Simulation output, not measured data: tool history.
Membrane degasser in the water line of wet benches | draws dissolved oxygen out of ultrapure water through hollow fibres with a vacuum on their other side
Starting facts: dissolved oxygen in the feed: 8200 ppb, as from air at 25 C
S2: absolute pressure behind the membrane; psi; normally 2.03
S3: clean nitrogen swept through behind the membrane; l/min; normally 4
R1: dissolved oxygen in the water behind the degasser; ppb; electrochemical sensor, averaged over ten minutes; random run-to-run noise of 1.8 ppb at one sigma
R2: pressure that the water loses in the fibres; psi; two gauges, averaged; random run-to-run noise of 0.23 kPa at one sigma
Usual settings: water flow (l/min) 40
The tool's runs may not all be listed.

{"run": 1, "day": 0.0, "water flow (l/min)": 40, "S2": 2.03, "S3": 4, "R1": 259.2, "R2": 8.414}
{"run": 2, "day": 10.096, "water flow (l/min)": 40, "S2": 1.22, "S3": 4, "R1": 132.9, "R2": 8.434}
{"run": 3, "day": 18.125, "water flow (l/min)": 40, "S2": 1.22, "S3": 4, "R1": 133.1, "R2": 8.321}
{"run": 4, "day": 26.417, "water flow (l/min)": 40, "S2": 1.22, "S3": 4, "R1": 133.5, "R2": 8.357}
{"run": 5, "day": 34.058, "water flow (l/min)": 40, "S2": 1.22, "S3": 4, "R1": 133.8, "R2": 8.367}
{"run": 6, "day": 43.538, "water flow (l/min)": 40, "S2": 2.03, "S3": 7.64, "R1": 146.3, "R2": 8.312}
{"run": 7, "day": 49.8, "water flow (l/min)": 35, "S2": 2.03, "S3": 4, "R1": 226.3, "R2": 7.271}
{"run": 8, "day": 56.546, "water flow (l/min)": 32, "S2": 1.28, "S3": 8.04, "R1": 60.4, "R2": 6.66}
{"day": 59.488, "done": "seals of the vacuum lines changed"}
{"run": 9, "day": 64.579, "water flow (l/min)": 32, "S2": 2.03, "S3": 2.06, "R1": 369.9, "R2": 6.635}
{"run": 10, "day": 69.438, "water flow (l/min)": 33, "S2": 1.35, "S3": 5.59, "R1": 92.2, "R2": 6.873}
{"run": 11, "day": 78.317, "water flow (l/min)": 36, "S2": 1.35, "S3": 2.04, "R1": 245.6, "R2": 7.478}
{"run": 12, "day": 88.154, "water flow (l/min)": 39, "S2": 2.1, "S3": 6.38, "R1": 173.8, "R2": 8.138}
{"run": 13, "day": 96.65, "water flow (l/min)": 26, "S2": 2.03, "S3": 9.04, "R1": 78.7, "R2": 5.391}
{"day": 100.496, "done": "vacuum gauge calibrated"}
{"run": 14, "day": 106.771, "water flow (l/min)": 41, "S2": 3.03, "S3": 4, "R1": 414.9, "R2": 8.405}

Forecast each of these 5 alternatives for the next run:
{"run": "A", "day": 116.533, "water flow (l/min)": 61, "S2": 3.03, "S3": 4, "R1": "?", "R2": "?"}
{"run": "B", "day": 116.533, "water flow (l/min)": 57, "S2": 2.87, "S3": 1.74, "R1": "?", "R2": "?"}
{"run": "C", "day": 116.533, "water flow (l/min)": 40, "S2": 3.86, "S3": 4, "R1": "?", "R2": "?"}
{"run": "D", "day": 116.533, "water flow (l/min)": 40, "S2": 2.07, "S3": 10.27, "R1": "?", "R2": "?"}
{"run": "E", "day": 116.533, "water flow (l/min)": 36, "S2": 3.03, "S3": 1.75, "R1": "?", "R2": "?"}

run=A R1=611.7 R2=12.605
run=B R1=1039.8 R2=11.792
run=C R1=527.2 R2=8.316
run=D R1=116.4 R2=8.212
run=E R1=751.4 R2=7.38
Stripped of hidden state, with their random variation kept, the same runs would have yielded:
run=A R1=611.5 R2=12.769
run=B R1=1039.7 R2=11.945
run=C R1=527.1 R2=8.425
run=D R1=116.4 R2=8.319
run=E R1=751.3 R2=7.475
